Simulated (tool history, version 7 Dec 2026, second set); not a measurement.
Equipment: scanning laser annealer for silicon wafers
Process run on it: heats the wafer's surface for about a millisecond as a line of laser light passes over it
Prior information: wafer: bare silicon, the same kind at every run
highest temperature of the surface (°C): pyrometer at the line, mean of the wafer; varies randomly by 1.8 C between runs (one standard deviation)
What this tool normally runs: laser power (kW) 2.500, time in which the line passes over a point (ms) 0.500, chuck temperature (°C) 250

| run | day | laser power (kW) | time in which the line passes over a point (ms) | chuck temperature (°C) | highest temperature of the surface (°C) |
|---|---|---|---|---|---|
| 1 | 0.000 | 2.500 | 0.500 | 250 | 978 |
| 2 | 3.471 | 2.500 | 0.500 | 250 | 983 |
| 3 | 6.358 | 2.500 | 0.500 | 250 | 983 |
| 4 | 8.762 | 2.500 | 0.500 | 250 | 982 |
| 5 | 11.908 | 2.500 | 0.500 | 250 | 981 |
| 6 | 15.083 | 2.500 | 0.500 | 250 | 984 |
| 7 | 17.346 | 2.500 | 0.500 | 250 | 985 |
| 8 | 19.062 | 2.500 | 0.500 | 250 | 983 |
| 9 | 20.933 | 2.500 | 0.500 | 250 | 980 |
| 10 | 23.054 | 2.500 | 0.500 | 250 | 982 |
| 11 | 25.583 | 2.500 | 0.500 | 250 | 983 |
| 12 | 28.038 | 2.500 | 0.500 | 250 | 983 |
| 13 | 31.479 | 2.500 | 0.500 | 250 | 984 |
| 14 | 33.879 | 2.500 | 0.500 | 250 | 982 |
| 15 | 35.638 | 2.500 | 0.500 | 250 | 982 |
| 16 | 38.929 | 2.500 | 0.500 | 250 | 983 |
| 17 | 40.567 | 2.500 | 0.500 | 250 | 981 |
| 18 | 43.738 | 2.500 | 0.500 | 252 | 985 |
| 19 | 47.108 | 2.500 | 0.500 | 250 | 981 |
| 20 | 48.579 | 2.500 | 0.500 | 250 | 983 |
| 21 | 50.146 | 2.500 | 0.500 | 250 | 982 |
| 22 | 51.783 | 2.234 | 0.396 | 239 | 837 |
| 23 | 55.212 | 2.234 | 0.396 | 239 | 836 |
| 24 | 56.750 | 2.572 | 0.592 | 241 | 1048 |
| 25 | 58.329 | 2.572 | 0.592 | 241 | 1052 |
| 26 | 61.079 | 2.741 | 0.585 | 250 | 1104 |
| 27 | 64.546 | 2.500 | 0.477 | 250 | 968 |
| 28 | 66.204 | 2.612 | 0.477 | 276 | 1022 |
| 29 | 68.929 | 2.612 | 0.369 | 276 | 942 |
| 30 | 72.279 | 2.612 | 0.369 | 276 | 943 |
| 31 | 74.242 | 2.500 | 0.500 | 289 | 1020 |
| 32 | 76.375 | 2.519 | 0.444 | 249 | 948 |
| 33 | 79.571 | 2.326 | 0.401 | 218 | 841 |
| 34 | 82.346 | 2.561 | 0.377 | 225 | 886 |
| 35 | 85.467 | 2.671 | 0.412 | 233 | 946 |
| 36 | 87.246 | 2.615 | 0.412 | 233 | 934 |
| 37 | 88.942 | 2.615 | 0.412 | 233 | 934 |
| 38 | 91.046 | 2.615 | 0.412 | 232 | 934 |
| 39 | 93.171 | 2.500 | 0.406 | 250 | 914 |
| 40 | 96.442 | 2.135 | 0.399 | 221 | 793 |
| 41 | 98.421 | 2.266 | 0.399 | 221 | 827 |

Between the runs listed above, the log contained 2 entries, not reproduced here. Where in the sequence does each belong, and how does what the log doesn't record of the tool's condition differ from the listed run before to the listed run after?
Logged between run 13 and run 14: window over the wafer cleaned (day 32.204)
  light that passes the window, % of a clean one's: 99.88 -> 100
Logged between run 28 and run 29: optics aligned, line set to its width (day 68.929)
  width of the line over the set one, %: 0.06 -> 0

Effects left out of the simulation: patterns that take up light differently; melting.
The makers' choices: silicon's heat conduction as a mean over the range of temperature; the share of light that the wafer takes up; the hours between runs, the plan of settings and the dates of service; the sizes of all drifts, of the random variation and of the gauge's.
